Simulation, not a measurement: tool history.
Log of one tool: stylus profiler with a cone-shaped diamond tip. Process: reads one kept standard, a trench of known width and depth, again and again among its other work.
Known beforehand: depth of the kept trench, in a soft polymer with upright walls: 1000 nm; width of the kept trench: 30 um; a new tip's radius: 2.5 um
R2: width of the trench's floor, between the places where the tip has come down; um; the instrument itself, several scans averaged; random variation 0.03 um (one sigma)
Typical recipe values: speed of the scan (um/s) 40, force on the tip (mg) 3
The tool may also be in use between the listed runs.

run 1 hour=0 | speed_of_the_scan_(um/s)=40 force_on_the_tip_(mg)=3 | depth_of_the_trench_(nm)=1019.14 R2=24.73
run 2 hour=31.2 | speed_of_the_scan_(um/s)=40 force_on_the_tip_(mg)=3 | depth_of_the_trench_(nm)=1018.9 R2=24.73
run 3 hour=58.9 | speed_of_the_scan_(um/s)=40 force_on_the_tip_(mg)=3 | depth_of_the_trench_(nm)=1019.19 R2=24.68
run 4 hour=101.9 | speed_of_the_scan_(um/s)=12 force_on_the_tip_(mg)=3 | depth_of_the_trench_(nm)=1019.7 R2=24.75
run 5 hour=162.3 | speed_of_the_scan_(um/s)=12 force_on_the_tip_(mg)=3 | depth_of_the_trench_(nm)=1019.58 R2=24.76
run 6 hour=188.4 | speed_of_the_scan_(um/s)=40 force_on_the_tip_(mg)=3 | depth_of_the_trench_(nm)=1019.94 R2=24.66
run 7 hour=222.6 | speed_of_the_scan_(um/s)=40 force_on_the_tip_(mg)=3 | depth_of_the_trench_(nm)=1019.67 R2=24.64
run 8 hour=269.4 | speed_of_the_scan_(um/s)=40 force_on_the_tip_(mg)=3 | depth_of_the_trench_(nm)=1019.73 R2=24.54
run 9 hour=302.6 | speed_of_the_scan_(um/s)=40 force_on_the_tip_(mg)=3 | depth_of_the_trench_(nm)=1020.09 R2=24.52
run 10 hour=351.6 | speed_of_the_scan_(um/s)=40 force_on_the_tip_(mg)=3 | depth_of_the_trench_(nm)=1020.21 R2=24.51
run 11 hour=387.9 | speed_of_the_scan_(um/s)=40 force_on_the_tip_(mg)=3 | depth_of_the_trench_(nm)=1020.43 R2=24.47
run 12 hour=420.3 | speed_of_the_scan_(um/s)=40 force_on_the_tip_(mg)=3 | depth_of_the_trench_(nm)=1020.28 R2=24.47
run 13 hour=474.6 | speed_of_the_scan_(um/s)=40 force_on_the_tip_(mg)=3 | depth_of_the_trench_(nm)=1020.58 R2=24.4
run 14 hour=527.9 | speed_of_the_scan_(um/s)=40 force_on_the_tip_(mg)=3 | depth_of_the_trench_(nm)=1020.48 R2=24.4
run 15 hour=586.7 | speed_of_the_scan_(um/s)=40 force_on_the_tip_(mg)=3 | depth_of_the_trench_(nm)=1020.98 R2=24.41
run 16 hour=633.3 | speed_of_the_scan_(um/s)=40 force_on_the_tip_(mg)=3 | depth_of_the_trench_(nm)=1021.06 R2=24.34
run 17 hour=674.4 | speed_of_the_scan_(um/s)=40 force_on_the_tip_(mg)=3 | depth_of_the_trench_(nm)=1021.09 R2=24.3
run 18 hour=716.5 | speed_of_the_scan_(um/s)=40 force_on_the_tip_(mg)=3 | depth_of_the_trench_(nm)=1021.27 R2=24.29
run 19 hour=769.5 | speed_of_the_scan_(um/s)=40 force_on_the_tip_(mg)=3 | depth_of_the_trench_(nm)=1021.69 R2=24.26
run 20 hour=795.3 | speed_of_the_scan_(um/s)=119 force_on_the_tip_(mg)=1.07 | depth_of_the_trench_(nm)=1014.13 R2=23.58
run 21 hour=847.9 | speed_of_the_scan_(um/s)=119 force_on_the_tip_(mg)=1.07 | depth_of_the_trench_(nm)=1014.4 R2=23.53
run 22 hour=885.6 | speed_of_the_scan_(um/s)=12 force_on_the_tip_(mg)=4.01 | depth_of_the_trench_(nm)=1024.84 R2=24.31
run 23 hour=939.5 | speed_of_the_scan_(um/s)=109 force_on_the_tip_(mg)=2.57 | depth_of_the_trench_(nm)=1020.51 R2=23.8
run 24 hour=973.7 | speed_of_the_scan_(um/s)=32 force_on_the_tip_(mg)=4.8 | depth_of_the_trench_(nm)=1027.91 R2=24.16
run 25 hour=1007.4 | speed_of_the_scan_(um/s)=32 force_on_the_tip_(mg)=2.09 | depth_of_the_trench_(nm)=1019.12 R2=24.16
run 26 hour=1046.5 | speed_of_the_scan_(um/s)=48 force_on_the_tip_(mg)=3 | depth_of_the_trench_(nm)=1022.31 R2=24.04
run 27 hour=1103.7 | speed_of_the_scan_(um/s)=48 force_on_the_tip_(mg)=3 | depth_of_the_trench_(nm)=1022.43 R2=24.01
run 28 hour=1151.6 | speed_of_the_scan_(um/s)=48 force_on_the_tip_(mg)=3 | depth_of_the_trench_(nm)=1023.19 R2=23.97
run 29 hour=1204 | speed_of_the_scan_(um/s)=48 force_on_the_tip_(mg)=3 | depth_of_the_trench_(nm)=1022.67 R2=23.96
run 30 hour=1261.2 | speed_of_the_scan_(um/s)=13 force_on_the_tip_(mg)=1.92 | depth_of_the_trench_(nm)=1018.91 R2=24.03
run 31 hour=1287.2 | speed_of_the_scan_(um/s)=23 force_on_the_tip_(mg)=5.95 | depth_of_the_trench_(nm)=1032.1 R2=24.03

Run 32 is up next; what results do you expect?
run 32 hour=1312.8 | speed_of_the_scan_(um/s)=58 force_on_the_tip_(mg)=5.4 | depth_of_the_trench_(nm)=? R2=?

{"run 32": {"depth of the trench (nm)": 1030.65, "R2": 23.86}}
Were there no unlogged condition in the tool, this run, its random variation unchanged, would have produced depth of the trench (nm) 1022.49, R2 25.8 um.
